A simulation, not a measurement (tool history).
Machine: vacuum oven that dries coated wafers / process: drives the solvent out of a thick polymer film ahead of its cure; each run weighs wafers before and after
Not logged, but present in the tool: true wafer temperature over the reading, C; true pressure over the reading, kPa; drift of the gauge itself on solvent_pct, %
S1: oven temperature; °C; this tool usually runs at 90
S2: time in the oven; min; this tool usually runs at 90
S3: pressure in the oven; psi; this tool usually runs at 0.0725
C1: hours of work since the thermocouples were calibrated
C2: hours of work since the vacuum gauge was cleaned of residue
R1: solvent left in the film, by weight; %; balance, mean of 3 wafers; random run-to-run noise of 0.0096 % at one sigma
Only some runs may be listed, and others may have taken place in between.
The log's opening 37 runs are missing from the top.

Run 38, day 18.225: usual settings but S1 79 °C, S2 82 min, S3 0.0754 psi; C1 449; C2 417. Result: R1 3.78 %.
Run 39, day 18.817: usual settings but S1 91 °C, S3 0.1111 psi; C1 459; C2 426. Result: R1 0.772 %.
Run 40, day 19.371: usual settings but S1 93 °C, S2 49 min, S3 0.1095 psi; C1 468; C2 435. Result: R1 2.131 %.
Run 41, day 20.033: usual settings but S1 104 °C, S2 110 min, S3 0.1095 psi; C1 478; C2 446. Result: R1 0.244 %.
Run 42, day 20.708: usual settings but S1 101 °C, S2 98 min, S3 0.1623 psi; C1 489; C2 457. Result: R1 0.366 %.
Run 43, day 21.104: usual settings but S1 77 °C, S2 98 min, S3 0.1337 psi; C1 496; C2 463. Result: R1 3.733 %.
Run 44, day 21.762: usual settings but S1 77 °C, S2 98 min, S3 0.0598 psi; C1 506; C2 474. Result: R1 3.445 %.
Run 45, day 22.067: usual settings but S1 91 °C, S2 52 min, S3 0.1698 psi; C1 511; C2 479. Result: R1 2.517 %.
Run 46, day 22.408: usual settings but S1 91 °C, S2 52 min, S3 0.1698 psi; C1 517; C2 485. Result: R1 2.547 %.

Consider 4 possible next runs. They are alternatives, not a sequence: every one starts from the tool as it was left by run 46. What does each give?
Run A, day 23.017: usual settings but S1 80 °C, S2 134 min; C1 527; C2 494. Result: R1 ?.
Run B, day 23.017: usual settings but S1 101 °C, S2 112 min, S3 0.0437 psi; C1 527; C2 494. Result: R1 ?.
Run C, day 23.017: usual settings but S1 89 °C, S2 65 min, S3 0.2511 psi; C1 527; C2 494. Result: R1 ?.
Run D, day 23.017: usual settings but S1 79 °C, S2 48 min, S3 0.1698 psi; C1 527; C2 494. Result: R1 ?.

run     R1
  A  1.369
  B  0.122
  C  2.383
  D  7.255
Stripped of hidden state, with their random variation kept, the same runs would have yielded:
run     R1
  A  1.511
  B  0.093
  C  2.611
  D   7.64
